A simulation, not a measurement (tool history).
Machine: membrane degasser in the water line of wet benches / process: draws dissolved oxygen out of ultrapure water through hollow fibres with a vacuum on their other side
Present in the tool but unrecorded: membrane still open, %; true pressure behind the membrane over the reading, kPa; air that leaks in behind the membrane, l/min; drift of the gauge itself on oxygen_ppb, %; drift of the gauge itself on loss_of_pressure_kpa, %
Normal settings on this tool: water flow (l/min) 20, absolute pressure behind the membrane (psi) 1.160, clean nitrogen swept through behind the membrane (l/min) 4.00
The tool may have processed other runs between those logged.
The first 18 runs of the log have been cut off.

run	hour	water flow (l/min)	absolute pressure behind the membrane (psi)	clean nitrogen swept through behind the membrane (l/min)	hours since the membrane was changed	hours since the vacuum gauge was calibrated	hours since the vacuum lines were made tight	dissolved oxygen in the water behind the degasser (ppb)	pressure that the water loses in the fibres (psi)
19	4011.2	12	2.112	2.40	9475	4483	6829	136.8	2.602
20	4256.4	12	2.112	2.40	9721	4729	7074	137.6	2.585
# hour 4288.7: seals of the vacuum lines changed
21	4433.3	20	1.160	4.00	9896	4903	145	61.4	4.299
22	4617.0	20	1.160	4.00	10079	5087	328	61.6	4.386
23	4771.1	14	1.160	1.68	10233	5241	482	95.6	3.102
24	4967.7	14	1.160	4.00	10430	5438	679	41.9	3.099
25	5204.0	14	1.160	4.00	10666	5674	915	41.8	3.062
26	5407.5	30	1.160	4.00	10870	5878	1119	105.3	6.573
27	5745.2	30	1.160	4.00	11208	6215	1457	105.8	6.602
28	5899.9	30	1.160	4.00	11362	6370	1611	105.5	6.544
29	6116.7	23	1.598	2.51	11579	6587	1828	176.0	5.066
30	6332.4	12	2.653	4.00	11795	6803	2044	108.0	2.635
# hour 6403.8: membrane cartridge changed
31	6482.1	18	2.653	9.44	78	6948	2189	72.0	3.903
32	6766.9	20	1.160	3.24	363	7233	2474	74.0	4.405

Below are 3 alternative next runs, each starting from the tool's condition after run 32. Predict each:
A	7013.2	28	1.160	4.00	609	7479	2721	?	?
B	7013.2	13	1.011	9.59	609	7479	2721	?	?
C	7013.2	28	1.481	1.64	609	7479	2721	?	?

run	dissolved oxygen in the water behind the degasser (ppb)	pressure that the water loses in the fibres (psi)
A	95.8	6.157
B	12.9	2.834
C	279.0	6.152
What these runs would have given with no unlogged condition in the tool:
run	dissolved oxygen in the water behind the degasser (ppb)	pressure that the water loses in the fibres (psi)
A	95.6	6.029
B	12.9	2.776
C	278.7	6.025
